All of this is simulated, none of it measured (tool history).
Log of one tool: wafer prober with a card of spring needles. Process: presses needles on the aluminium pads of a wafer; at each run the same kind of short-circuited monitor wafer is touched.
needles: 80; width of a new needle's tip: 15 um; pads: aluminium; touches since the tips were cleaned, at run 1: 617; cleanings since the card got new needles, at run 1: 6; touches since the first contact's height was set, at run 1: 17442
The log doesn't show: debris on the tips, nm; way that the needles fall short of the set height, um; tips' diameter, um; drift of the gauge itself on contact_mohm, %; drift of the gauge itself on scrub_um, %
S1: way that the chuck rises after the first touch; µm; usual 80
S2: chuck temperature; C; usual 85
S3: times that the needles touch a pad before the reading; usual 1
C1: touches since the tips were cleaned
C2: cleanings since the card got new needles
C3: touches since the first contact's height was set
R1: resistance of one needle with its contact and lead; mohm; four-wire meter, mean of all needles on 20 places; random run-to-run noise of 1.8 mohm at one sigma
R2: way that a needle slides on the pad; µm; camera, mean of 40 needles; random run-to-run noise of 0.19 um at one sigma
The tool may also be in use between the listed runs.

run 1 hour=0 | S1=80 S2=85 S3=1 | C1=617 C2=6 C3=17442 | R1=191 R2=20.28
run 2 hour=6.3 | S1=80 S2=85 S3=1 | C1=1838 C2=6 C3=18663 | R1=196 R2=20.6
-- hour=9.6 tips cleaned on abrasive film
run 3 hour=20.1 | S1=80 S2=85 S3=2 | C1=2028 C2=7 C3=21302 | R1=194 R2=20.77
-- hour=22 tips cleaned on abrasive film
run 4 hour=29 | S1=80 S2=85 S3=3 | C1=1338 C2=8 C3=22993 | R1=193 R2=20.39
-- hour=34.6 tips cleaned on abrasive film
run 5 hour=39.9 | S1=80 S2=85 S3=3 | C1=1037 C2=9 C3=25090 | R1=192 R2=20.53
run 6 hour=46.4 | S1=80 S2=85 S3=1 | C1=2290 C2=9 C3=26343 | R1=202 R2=20.54
-- hour=47.6 tips cleaned on abrasive film
run 7 hour=55.9 | S1=80 S2=114 S3=1 | C1=1596 C2=10 C3=28151 | R1=202 R2=20.42
-- hour=60.3 tips cleaned on abrasive film
run 8 hour=69.7 | S1=80 S2=114 S3=1 | C1=1816 C2=11 C3=30792 | R1=200 R2=20.39
-- hour=73.6 tips cleaned on abrasive film
run 9 hour=82.4 | S1=80 S2=114 S3=2 | C1=1707 C2=12 C3=33229 | R1=199 R2=20.76
-- hour=86.3 tips cleaned on abrasive film
run 10 hour=95.6 | S1=80 S2=114 S3=2 | C1=1805 C2=13 C3=35759 | R1=199 R2=20.41
-- hour=100 tips cleaned on abrasive film
run 11 hour=109.5 | S1=80 S2=114 S3=2 | C1=1838 C2=14 C3=38422 | R1=198 R2=20.25
-- hour=112.8 tips cleaned on abrasive film
run 12 hour=122.2 | S1=80 S2=114 S3=2 | C1=1828 C2=15 C3=40857 | R1=202 R2=20.47
-- hour=125.4 tips cleaned on abrasive film
run 13 hour=133.9 | S1=80 S2=114 S3=2 | C1=1639 C2=16 C3=43086 | R1=197 R2=20.28
-- hour=138.3 tips cleaned on abrasive film
run 14 hour=147.9 | S1=80 S2=62 S3=2 | C1=1840 C2=17 C3=45761 | R1=187 R2=20.34
-- hour=151.4 tips cleaned on abrasive film
run 15 hour=159.2 | S1=80 S2=62 S3=2 | C1=1495 C2=18 C3=47926 | R1=191 R2=20.05
-- hour=164.2 tips cleaned on abrasive film
run 16 hour=170 | S1=80 S2=62 S3=2 | C1=1113 C2=19 C3=49993 | R1=193 R2=20.3
-- hour=177.4 tips cleaned on abrasive film
run 17 hour=182.6 | S1=80 S2=62 S3=2 | C1=989 C2=20 C3=52398 | R1=188 R2=20.33
-- hour=190.2 tips cleaned on abrasive film
run 18 hour=191.8 | S1=80 S2=26 S3=1 | C1=316 C2=21 C3=54159 | R1=181 R2=20.08
run 19 hour=202.5 | S1=81 S2=85 S3=1 | C1=2375 C2=21 C3=56218 | R1=198 R2=20.32
-- hour=203.2 tips cleaned on abrasive film
run 20 hour=209.6 | S1=81 S2=85 S3=1 | C1=1234 C2=22 C3=57575 | R1=194 R2=20.2
-- hour=215.7 tips cleaned on abrasive film
run 21 hour=219.7 | S1=90 S2=57 S3=1 | C1=764 C2=23 C3=59500 | R1=185 R2=22.72
-- hour=228.7 tips cleaned on abrasive film
run 22 hour=232.1 | S1=89 S2=85 S3=1 | C1=656 C2=24 C3=61877 | R1=190 R2=22.16
-- hour=241.3 tips cleaned on abrasive film
run 23 hour=243.2 | S1=89 S2=85 S3=1 | C1=362 C2=25 C3=64000 | R1=185 R2=22.59
-- hour=253.9 tips cleaned on abrasive film
run 24 hour=256.9 | S1=89 S2=85 S3=1 | C1=579 C2=26 C3=66618 | R1=192 R2=22.66
-- hour=267.4 tips cleaned on abrasive film
run 25 hour=270.7 | S1=66 S2=71 S3=1 | C1=638 C2=27 C3=69276 | R1=195 R2=16.14
-- hour=280.7 tips cleaned on abrasive film
run 26 hour=280.7 | S1=66 S2=71 S3=1 | C1=0 C2=28 C3=71175 | R1=189 R2=16.49
-- hour=293.6 tips cleaned on abrasive film
run 27 hour=295.3 | S1=66 S2=71 S3=1 | C1=329 C2=29 C3=73978 | R1=190 R2=16.53
run 28 hour=302.6 | S1=80 S2=100 S3=2 | C1=1744 C2=29 C3=75393 | R1=196 R2=20.12
-- hour=306.3 tips cleaned on abrasive film
run 29 hour=310.4 | S1=89 S2=37 S3=3 | C1=801 C2=30 C3=76879 | R1=181 R2=21.98
run 30 hour=317.5 | S1=64 S2=58 S3=1 | C1=2168 C2=30 C3=78246 | R1=196 R2=16.05
-- hour=319.7 tips cleaned on abrasive film
run 31 hour=326.8 | S1=64 S2=58 S3=1 | C1=1383 C2=31 C3=80022 | R1=197 R2=16.09
-- hour=333 tips cleaned on abrasive film
run 32 hour=337.8 | S1=64 S2=58 S3=1 | C1=914 C2=32 C3=82117 | R1=192 R2=16.13

For some of the steps in R1 from one run to the next: how much would appear even if the tool had no hidden state, given the settings, what came in and random variation, and how much remains for the hidden state plus any gauge scatter that the measured result and the result without hidden state don't share?
Run 5 -> 6: S3 3 -> 1. R1 +10 mohm: hidden state +6, all else +4.
Run 18 -> 19: S1 80 -> 81, S2 26 -> 85. R1 +17 mohm: hidden state +6, all else +11.
Run 28 -> 29: S1 80 -> 89, S2 100 -> 37, S3 2 -> 3, tips cleaned on abrasive film. R1 -15 mohm: hidden state -3, all else -12.
Run 29 -> 30: S1 89 -> 64, S2 37 -> 58, S3 3 -> 1. R1 +15 mohm: hidden state +11, all else +4.
